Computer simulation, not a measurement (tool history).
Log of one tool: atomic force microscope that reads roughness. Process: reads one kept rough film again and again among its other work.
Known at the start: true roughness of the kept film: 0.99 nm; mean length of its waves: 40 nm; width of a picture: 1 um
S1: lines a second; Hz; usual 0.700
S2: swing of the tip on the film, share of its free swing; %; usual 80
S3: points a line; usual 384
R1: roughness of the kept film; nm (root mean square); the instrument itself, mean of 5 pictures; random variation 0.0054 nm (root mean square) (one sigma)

| run | hour | S1 | S2 | S3 | R1 |
|---|---|---|---|---|---|
| 1 | 0.0 | 0.700 | 80 | 384 | 0.915 |
| 2 | 7.3 | 0.700 | 80 | 384 | 0.925 |
| 3 | 13.0 | 0.700 | 80 | 640 | 0.920 |
| 4 | 21.3 | 0.700 | 80 | 640 | 0.921 |
|  | 22.8 | new tip fitted |
| 5 | 31.0 | 0.700 | 80 | 384 | 0.920 |
| 6 | 39.1 | 0.700 | 80 | 270 | 0.909 |
| 7 | 48.2 | 0.700 | 80 | 270 | 0.900 |
| 8 | 54.0 | 0.700 | 80 | 384 | 0.908 |
| 9 | 59.4 | 0.700 | 80 | 384 | 0.919 |
| 10 | 70.8 | 0.700 | 80 | 384 | 0.914 |
| 11 | 78.9 | 0.700 | 80 | 384 | 0.915 |
| 12 | 85.2 | 0.700 | 66 | 384 | 0.937 |
| 13 | 96.8 | 0.700 | 66 | 384 | 0.930 |
| 14 | 106.5 | 0.700 | 80 | 384 | 0.929 |
| 15 | 116.0 | 0.700 | 80 | 384 | 0.918 |
| 16 | 124.9 | 0.700 | 80 | 384 | 0.911 |
| 17 | 134.4 | 0.700 | 80 | 384 | 0.925 |
| 18 | 146.3 | 0.700 | 80 | 911 | 0.914 |
| 19 | 156.8 | 0.700 | 80 | 911 | 0.911 |
| 20 | 164.1 | 0.700 | 80 | 911 | 0.923 |
|  | 174.3 | new tip fitted |
| 21 | 174.9 | 0.700 | 80 | 911 | 0.920 |
| 22 | 182.0 | 0.700 | 80 | 384 | 0.925 |
| 23 | 189.4 | 0.700 | 80 | 384 | 0.926 |
| 24 | 201.2 | 3.303 | 80 | 384 | 0.773 |
| 25 | 206.7 | 0.700 | 89 | 384 | 0.881 |
| 26 | 218.1 | 1.800 | 80 | 384 | 0.831 |
| 27 | 229.0 | 1.800 | 80 | 384 | 0.844 |
| 28 | 237.9 | 1.736 | 63 | 442 | 0.922 |
| 29 | 244.6 | 1.736 | 63 | 442 | 0.913 |
| 30 | 254.9 | 0.833 | 64 | 384 | 0.935 |
| 31 | 267.2 | 2.378 | 55 | 643 | 0.928 |
| 32 | 275.2 | 2.378 | 55 | 643 | 0.926 |
| 33 | 284.2 | 0.700 | 77 | 384 | 0.935 |
| 34 | 296.1 | 1.775 | 71 | 399 | 0.899 |
| 35 | 302.1 | 1.775 | 71 | 399 | 0.886 |
| 36 | 311.5 | 1.775 | 71 | 399 | 0.897 |
| 37 | 320.6 | 1.775 | 71 | 399 | 0.893 |
|  | 324.6 | new tip fitted |
| 38 | 329.2 | 3.000 | 61 | 735 | 0.911 |
| 39 | 338.0 | 1.273 | 60 | 908 | 0.942 |
| 40 | 344.9 | 1.273 | 60 | 908 | 0.940 |
| 41 | 352.9 | 0.764 | 81 | 384 | 0.909 |
| 42 | 361.6 | 1.631 | 81 | 605 | 0.847 |
| 43 | 369.5 | 2.594 | 80 | 824 | 0.803 |
| 44 | 375.3 | 0.700 | 65 | 339 | 0.935 |
| 45 | 384.6 | 3.214 | 69 | 339 | 0.839 |
| 46 | 390.4 | 1.068 | 85 | 272 | 0.871 |
| 47 | 399.2 | 1.068 | 85 | 272 | 0.861 |
| 48 | 410.0 | 1.068 | 85 | 272 | 0.866 |
| 49 | 419.7 | 0.700 | 61 | 529 | 0.948 |
| 50 | 429.9 | 0.674 | 80 | 298 | 0.916 |
| 51 | 438.5 | 0.700 | 72 | 384 | 0.932 |

3 ways to go on from here, each from the tool as it stands after run 51. What would each give?
| A | 450.2 | 0.700 | 72 | 480 | ? |
| B | 450.2 | 0.931 | 80 | 384 | ? |
| C | 450.2 | 0.750 | 65 | 384 | ? |

| run | R1 |
|---|---|
| A | 0.938 |
| B | 0.897 |
| C | 0.953 |
Without the tool's hidden state the same runs would have given:
| run | R1 |
|---|---|
| A | 0.940 |
| B | 0.899 |
| C | 0.955 |

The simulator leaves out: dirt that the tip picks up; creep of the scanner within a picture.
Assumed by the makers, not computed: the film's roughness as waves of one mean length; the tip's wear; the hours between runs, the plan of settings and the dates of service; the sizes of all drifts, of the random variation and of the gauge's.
